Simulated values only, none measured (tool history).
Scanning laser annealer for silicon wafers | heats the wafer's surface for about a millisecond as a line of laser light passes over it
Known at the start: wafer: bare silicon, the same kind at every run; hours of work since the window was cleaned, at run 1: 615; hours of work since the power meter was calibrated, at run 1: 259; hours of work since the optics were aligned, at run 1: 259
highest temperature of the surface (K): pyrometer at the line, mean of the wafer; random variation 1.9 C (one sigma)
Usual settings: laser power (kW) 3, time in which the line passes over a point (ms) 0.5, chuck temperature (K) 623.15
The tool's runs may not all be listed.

run	hour	laser power (kW)	time in which the line passes over a point (ms)	chuck temperature (K)	hours of work since the window was cleaned	hours of work since the power meter was calibrated	hours of work since the optics were aligned	highest temperature of the surface (K)
1	0	3	0.5	623.15	615	259	259	1394.15
2	9.5	3	0.5	623.15	621	265	265	1391.15
3	21.7	3	0.5	623.15	630	274	274	1392.15
# hour 26: window over the wafer cleaned
4	36.1	3	0.5	623.15	7	282	282	1434.15
5	48.9	3	0.5	623.15	15	291	291	1434.15
6	57.7	3	0.5	623.15	21	297	297	1437.15
7	66.5	3	0.5	623.15	27	303	303	1435.15
8	72.8	3	0.367	623.15	32	307	307	1321.15
9	81.5	2.824	0.367	623.15	38	313	313	1280.15
10	87.7	3	0.5	623.15	42	317	317	1433.15
11	98.7	3	0.5	623.15	49	324	324	1431.15
12	107.4	2.878	0.5	623.15	55	330	330	1403.15
13	121	2.878	0.5	623.15	64	340	340	1402.15
14	134	2.878	0.5	623.15	73	348	348	1396.15
15	142.7	3	0.5	623.15	79	354	354	1429.15
16	154.2	3	0.5	623.15	87	362	362	1430.15
17	162.4	3	0.5	623.15	92	368	368	1428.15
18	172.5	3	0.5	623.15	99	374	374	1427.15
19	183.3	3	0.5	625.15	106	382	382	1432.15
20	192.9	3	0.5	625.15	113	388	388	1431.15
21	203.5	3	0.556	594.15	120	395	395	1439.15
22	215.3	3	0.556	594.15	128	403	403	1442.15
23	225.7	3.091	0.427	662.15	135	410	410	1427.15
24	238.8	3.244	0.372	623.15	144	419	419	1370.15
25	249.8	3.244	0.461	626.15	151	427	427	1458.15
26	258.8	2.729	0.526	630.15	158	433	433	1378.15
27	270.5	3	0.49	644.15	165	441	441	1437.15
28	279.6	3	0.574	586.15	172	447	447	1438.15
29	286.7	3	0.5	661.15	176	452	452	1463.15
30	298.4	3.279	0.5	663.15	184	460	460	1534.15
31	307.5	2.63	0.469	587.15	190	466	466	1266.15
32	318.2	3	0.398	660.15	198	473	473	1378.15
33	329.2	3	0.398	660.15	205	480	480	1373.15
34	343.2	2.574	0.432	631.15	215	490	490	1271.15
35	349.2	2.574	0.432	631.15	219	494	494	1271.15
36	362.4	3	0.5	640.15	228	503	503	1433.15
37	371.7	3	0.5	640.15	234	509	509	1435.15
38	378.1	3	0.5	612.15	238	513	513	1405.15
39	390.2	3	0.5	612.15	246	522	522	1408.15
40	399.5	3.124	0.585	609.15	253	528	528	1501.15

Hidden state or all else? Some run-to-run changes of highest temperature of the surface (K), split into what the settings, what came in and random variation would give without the hidden state, and what is left for the hidden state (with any gauge scatter that isn't in both results):
The hidden state here: light that passes the window, % of a clean one's; laser's true power over the reading, %; width of the line over the set one, %; drift of the gauge itself on peak_c, C.
Run 3 -> 4: window over the wafer cleaned. highest temperature of the surface (K) +42: hidden state +43, all else -1.
Run 9 -> 10: laser power (kW) 2.824 -> 3, time in which the line passes over a point (ms) 0.367 -> 0.5. highest temperature of the surface (K) +153: hidden state -2, all else +155.
Run 30 -> 31: laser power (kW) 3.279 -> 2.63, time in which the line passes over a point (ms) 0.5 -> 0.469, chuck temperature (K) 663.15 -> 587.15. highest temperature of the surface (K) -268: hidden state +4, all else -272.
Run 35 -> 36: laser power (kW) 2.574 -> 3, time in which the line passes over a point (ms) 0.432 -> 0.5, chuck temperature (K) 631.15 -> 640.15. highest temperature of the surface (K) +162: hidden state -5, all else +167.
